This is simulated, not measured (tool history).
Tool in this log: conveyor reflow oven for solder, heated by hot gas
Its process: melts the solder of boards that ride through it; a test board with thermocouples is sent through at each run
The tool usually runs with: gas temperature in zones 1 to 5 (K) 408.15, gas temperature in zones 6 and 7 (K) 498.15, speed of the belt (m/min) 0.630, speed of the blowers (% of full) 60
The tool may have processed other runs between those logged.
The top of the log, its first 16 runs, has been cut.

| run | hour | gas temperature in zones 1 to 5 (K) | gas temperature in zones 6 and 7 (K) | speed of the belt (m/min) | speed of the blowers (% of full) | highest temperature of the board (K) | time above the solder's melting point (s) |
|---|---|---|---|---|---|---|---|
| 17 | 424.3 | 403.15 | 498.15 | 0.517 | 60 | 481.05 | 43.2 |
| 18 | 441.2 | 403.15 | 502.15 | 0.517 | 60 | 484.35 | 46.2 |
| 19 | 463.7 | 421.15 | 502.15 | 0.517 | 58 | 487.05 | 54.6 |
| 20 | 480.0 | 421.15 | 502.15 | 0.517 | 58 | 486.85 | 54.5 |
| 21 | 502.6 | 421.15 | 502.15 | 0.523 | 85 | 491.05 | 57.9 |
| 22 | 521.3 | 408.15 | 488.15 | 0.630 | 63 | 468.05 | 22.6 |
|  | 537.0 | flux residue cleaned out of gas plates and filters |
| 23 | 562.9 | 423.15 | 488.15 | 0.630 | 82 | 476.15 | 37.9 |
| 24 | 588.9 | 423.15 | 488.15 | 0.630 | 82 | 475.95 | 38.0 |
| 25 | 605.8 | 423.15 | 488.15 | 0.630 | 82 | 475.75 | 37.5 |
| 26 | 624.5 | 400.15 | 494.15 | 0.628 | 90 | 478.75 | 33.7 |
| 27 | 651.1 | 400.15 | 494.15 | 0.628 | 90 | 478.65 | 33.4 |
| 28 | 684.0 | 419.15 | 494.15 | 0.596 | 90 | 482.75 | 44.6 |
| 29 | 716.4 | 410.15 | 498.15 | 0.630 | 60 | 477.05 | 32.7 |
|  | 726.6 | thermocouples of zones 6 and 7 changed |
| 30 | 748.6 | 410.15 | 498.15 | 0.630 | 60 | 477.75 | 33.6 |

Each row is a separate what-if for the run after 30, all from the same tool condition, not one after another. Results?
| A | 765.7 | 408.15 | 509.15 | 0.527 | 87 | ? | ? |
| B | 765.7 | 408.15 | 498.15 | 0.631 | 60 | ? | ? |
| C | 765.7 | 418.15 | 498.15 | 0.595 | 76 | ? | ? |

| run | highest temperature of the board (K) | time above the solder's melting point (s) |
|---|---|---|
| A | 498.15 | 57.3 |
| B | 476.95 | 32.4 |
| C | 484.65 | 45.2 |
With no hidden state in the tool, these same runs would have given:
| run | highest temperature of the board (K) | time above the solder's melting point (s) |
|---|---|---|
| A | 498.45 | 56.0 |
| B | 477.05 | 31.6 |
| C | 484.85 | 44.2 |
